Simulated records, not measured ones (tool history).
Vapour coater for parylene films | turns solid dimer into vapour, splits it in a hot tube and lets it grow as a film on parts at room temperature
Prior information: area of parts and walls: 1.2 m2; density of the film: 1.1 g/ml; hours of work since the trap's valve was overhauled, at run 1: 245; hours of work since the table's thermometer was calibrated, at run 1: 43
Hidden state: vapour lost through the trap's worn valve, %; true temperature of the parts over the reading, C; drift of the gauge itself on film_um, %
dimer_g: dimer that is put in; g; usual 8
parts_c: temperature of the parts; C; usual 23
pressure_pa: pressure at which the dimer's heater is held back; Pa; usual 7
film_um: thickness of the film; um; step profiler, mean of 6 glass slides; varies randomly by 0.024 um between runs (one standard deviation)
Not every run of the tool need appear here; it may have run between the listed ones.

run    day  dimer_g  parts_c  pressure_pa  hours of work since the trap's valve was overhauled  hours of work since the table's thermometer was calibrated  film_um
  1      0        8       23            7                                                  245                                                          43     4.66
  2  0.429        8       23            7                                                  252                                                          50      4.7
  3  0.962        8       23         7.82                                                  260                                                          58     4.64
  4  1.429        8       23            7                                                  268                                                          66     4.69
  5  1.946        8       23            7                                                  276                                                          74     4.75
  6  2.338        8       23            7                                                  282                                                          80     4.77
  7  2.612        8       23            7                                                  286                                                          84     4.73
  8  3.179        8       23          5.4                                                  295                                                          93     4.81
  9  3.533        8       23          5.4                                                  301                                                          99     4.83
 10  4.092        8       23          5.4                                                  309                                                         108     4.85
     4.296  -- trap's valve overhauled
 11  4.642        8       33         6.01                                                    5                                                         114     2.96
 12  5.204        5       17         2.09                                                   14                                                         123     3.77
 13  5.467        5       17         2.09                                                   18                                                         127     3.78
 14   5.95        8       18            7                                                   26                                                         134     6.02
 15    6.5        4       22        10.43                                                   35                                                         143     2.41

Forecast each of these 4 alternatives for the next run:
  A  7.071       13       21         9.02                                                   44                                                         152        ?
  B  7.071        9       22        10.43                                                   44                                                         152        ?
  C  7.071       11       21         7.31                                                   44                                                         152        ?
  D  7.071        8       31         3.99                                                   44                                                         152        ?

run  film_um
  A     8.44
  B     5.48
  C     7.25
  D     3.37
With no hidden state in the tool, these same runs would have given:
run  film_um
  A     8.27
  B     5.37
  C     7.11
  D      3.3
